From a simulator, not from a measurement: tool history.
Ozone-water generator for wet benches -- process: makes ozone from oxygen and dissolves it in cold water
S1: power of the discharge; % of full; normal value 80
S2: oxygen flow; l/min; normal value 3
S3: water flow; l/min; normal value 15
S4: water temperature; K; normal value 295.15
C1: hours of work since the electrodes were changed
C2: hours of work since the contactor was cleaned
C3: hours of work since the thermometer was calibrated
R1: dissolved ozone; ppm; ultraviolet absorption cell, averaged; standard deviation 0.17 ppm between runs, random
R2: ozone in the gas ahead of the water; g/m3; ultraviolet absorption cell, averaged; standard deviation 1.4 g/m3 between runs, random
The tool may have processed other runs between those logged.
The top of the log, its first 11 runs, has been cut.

{"run": 12, "day": 34.542, "S1": 80, "S2": 3, "S3": 15, "S4": 295.15, "C1": 2296, "C2": 3916, "C3": 1626, "R1": 20, "R2": 255.1}
{"day": 36.271, "done": "contactor cleaned"}
{"run": 13, "day": 38.367, "S1": 80, "S2": 1.64, "S3": 15, "S4": 295.15, "C1": 2363, "C2": 38, "C3": 1692, "R1": 17.7, "R2": 327.3}
{"run": 14, "day": 40.967, "S1": 80, "S2": 1.64, "S3": 15, "S4": 295.15, "C1": 2410, "C2": 86, "C3": 1740, "R1": 18, "R2": 326.3}
{"run": 15, "day": 45.092, "S1": 80, "S2": 1.64, "S3": 15, "S4": 295.15, "C1": 2485, "C2": 161, "C3": 1815, "R1": 17.8, "R2": 326.9}
{"run": 16, "day": 47.833, "S1": 80, "S2": 3, "S3": 15, "S4": 295.15, "C1": 2535, "C2": 211, "C3": 1865, "R1": 20.6, "R2": 253.3}
{"run": 17, "day": 51.733, "S1": 47, "S2": 3.57, "S3": 16, "S4": 290.15, "C1": 2607, "C2": 282, "C3": 1936, "R1": 15, "R2": 166.3}
{"run": 18, "day": 53.758, "S1": 52, "S2": 3.86, "S3": 14, "S4": 295.15, "C1": 2643, "C2": 319, "C3": 1973, "R1": 16.9, "R2": 173.6}
{"run": 19, "day": 57.767, "S1": 79, "S2": 4.36, "S3": 15, "S4": 295.15, "C1": 2717, "C2": 392, "C3": 2046, "R1": 21.4, "R2": 214.5}
{"run": 20, "day": 59.579, "S1": 90, "S2": 4.36, "S3": 11, "S4": 295.15, "C1": 2750, "C2": 425, "C3": 2079, "R1": 28.4, "R2": 237.2}
{"run": 21, "day": 61.279, "S1": 90, "S2": 4.36, "S3": 11, "S4": 295.15, "C1": 2781, "C2": 456, "C3": 2110, "R1": 28.2, "R2": 234.3}
{"run": 22, "day": 63.658, "S1": 50, "S2": 3, "S3": 11, "S4": 294.15, "C1": 2824, "C2": 500, "C3": 2154, "R1": 19.2, "R2": 186.6}
{"run": 23, "day": 65.767, "S1": 50, "S2": 3, "S3": 11, "S4": 294.15, "C1": 2863, "C2": 538, "C3": 2192, "R1": 19.5, "R2": 185}
{"run": 24, "day": 68.733, "S1": 55, "S2": 3.76, "S3": 20, "S4": 288.15, "C1": 2917, "C2": 592, "C3": 2246, "R1": 14.3, "R2": 181.5}
{"run": 25, "day": 71.688, "S1": 78, "S2": 4.86, "S3": 20, "S4": 296.15, "C1": 2970, "C2": 646, "C3": 2300, "R1": 16.9, "R2": 204.6}
{"run": 26, "day": 75.279, "S1": 63, "S2": 3, "S3": 15, "S4": 296.15, "C1": 3036, "C2": 712, "C3": 2366, "R1": 17.3, "R2": 216.7}
{"run": 27, "day": 77.179, "S1": 63, "S2": 3, "S3": 15, "S4": 296.15, "C1": 3071, "C2": 746, "C3": 2400, "R1": 17.1, "R2": 216.7}
{"run": 28, "day": 80.65, "S1": 63, "S2": 3, "S3": 15, "S4": 288.15, "C1": 3134, "C2": 810, "C3": 2464, "R1": 18.6, "R2": 214.8}
{"run": 29, "day": 84.35, "S1": 83, "S2": 3, "S3": 9, "S4": 295.15, "C1": 3201, "C2": 877, "C3": 2531, "R1": 30.3, "R2": 256.7}
{"run": 30, "day": 87.904, "S1": 83, "S2": 3, "S3": 9, "S4": 295.15, "C1": 3266, "C2": 942, "C3": 2596, "R1": 29.6, "R2": 255}
{"run": 31, "day": 91.525, "S1": 83, "S2": 3, "S3": 9, "S4": 295.15, "C1": 3332, "C2": 1008, "C3": 2662, "R1": 29.5, "R2": 254.5}
{"run": 32, "day": 95.204, "S1": 80, "S2": 3, "S3": 15, "S4": 295.15, "C1": 3399, "C2": 1075, "C3": 2729, "R1": 20.1, "R2": 250.3}

Branching from run 32: 4 alternative next runs. What would each branch give?
{"run": "A", "day": 98.079, "S1": 43, "S2": 3.16, "S3": 15, "S4": 299.15, "C1": 3452, "C2": 1128, "C3": 2782, "R1": "?", "R2": "?"}
{"run": "B", "day": 98.079, "S1": 80, "S2": 2.78, "S3": 19, "S4": 295.15, "C1": 3452, "C2": 1128, "C3": 2782, "R1": "?", "R2": "?"}
{"run": "C", "day": 98.079, "S1": 60, "S2": 3, "S3": 15, "S4": 295.15, "C1": 3452, "C2": 1128, "C3": 2782, "R1": "?", "R2": "?"}
{"run": "D", "day": 98.079, "S1": 80, "S2": 3, "S3": 15, "S4": 291.15, "C1": 3452, "C2": 1128, "C3": 2782, "R1": "?", "R2": "?"}

run=A R1=12.8 R2=163.1
run=B R1=16.1 R2=257.4
run=C R1=16.4 R2=206.4
run=D R1=21 R2=246.9
Had the tool no hidden state, the same runs would have come out as:
run=A R1=13.7 R2=171.9
run=B R1=17.8 R2=280.1
run=C R1=17.9 R2=221.2
run=D R1=23.3 R2=268.8
